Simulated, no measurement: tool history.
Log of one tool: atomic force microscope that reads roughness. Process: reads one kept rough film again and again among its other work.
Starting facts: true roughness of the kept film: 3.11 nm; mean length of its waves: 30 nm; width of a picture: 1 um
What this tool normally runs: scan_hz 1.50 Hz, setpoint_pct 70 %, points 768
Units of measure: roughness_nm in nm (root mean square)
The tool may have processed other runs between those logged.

run,day,scan_hz,setpoint_pct,points,roughness_nm
1,0.000,1.50,70,768,2.707
2,1.217,1.50,70,768,2.637
3,1.771,1.50,70,768,2.606
4,2.600,1.50,70,515,2.537
5,3.533,1.50,70,312,2.475
6,4.292,1.50,70,312,2.431
7,5.550,1.50,70,312,2.684
8,6.400,1.50,70,768,2.677
9,7.483,1.50,70,768,2.608
10,8.479,1.08,70,768,2.602
11,9.712,1.08,70,768,2.546
12,10.667,1.08,70,768,2.483
13,11.442,1.50,70,775,2.711
14,12.417,1.50,70,775,2.659
15,13.529,1.50,70,768,2.590
16,14.646,1.93,70,763,2.479
17,15.275,1.50,70,568,2.500
18,16.108,1.50,70,568,2.440
19,17.125,1.50,70,568,2.725
20,17.767,1.74,67,883,2.710
21,18.479,1.66,56,768,2.731
22,19.508,0.58,76,302,2.646
23,20.392,0.58,78,808,2.613
24,21.500,0.58,78,808,2.569
25,22.638,1.19,76,959,2.450
26,23.546,2.14,70,350,2.660
27,24.275,0.73,79,1002,2.717
28,24.933,1.50,60,586,2.701
29,25.992,3.90,89,768,2.029
30,26.950,3.90,89,768,1.991

Missing from the log above: 6 entries noted between runs. For each, name the pair of listed runs it sits between and say how the tool's hidden condition differs from the listed run just before to the listed run just after:
Runs 6 to 7: new tip fitted (day 4.892)
  radius of the tip, nm: 14.1 -> 6.2; height scale over the true one, %: -0.32 -> -0.36
  difference, measured minus the result without the unlogged condition, roughness_nm: -0.292 -> -0.051 nm (root mean square)
Runs 12 to 13: new tip fitted (day 10.946)
  radius of the tip, nm: 14.2 -> 6.1; height scale over the true one, %: -0.55 -> -0.57
  difference, measured minus the result without the unlogged condition, roughness_nm: -0.309 -> -0.053 nm (root mean square)
Runs 14 to 15: height scale calibrated on a step standard (day 12.562)
  radius of the tip, nm: 7.9 -> 9.7; height scale over the true one, %: -0.61 -> -0.79
  difference, measured minus the result without the unlogged condition, roughness_nm: -0.115 -> -0.176 nm (root mean square)
Runs 18 to 19: new tip fitted (day 17.004)
  radius of the tip, nm: 13.9 -> 5.7; height scale over the true one, %: -0.88 -> -0.91
  difference, measured minus the result without the unlogged condition, roughness_nm: -0.304 -> -0.050 nm (root mean square)
Runs 19 to 20: height scale calibrated on a step standard, once more (day 17.346)
  radius of the tip, nm: 5.7 -> 6.6; height scale over the true one, %: -0.91 -> -0.06
  difference, measured minus the result without the unlogged condition, roughness_nm: -0.050 -> -0.057 nm (root mean square)
Runs 25 to 26: new tip fitted (day 23.104)
  radius of the tip, nm: 14.6 -> 5.9; height scale over the true one, %: -0.23 -> -0.26
  difference, measured minus the result without the unlogged condition, roughness_nm: -0.308 -> -0.038 nm (root mean square)
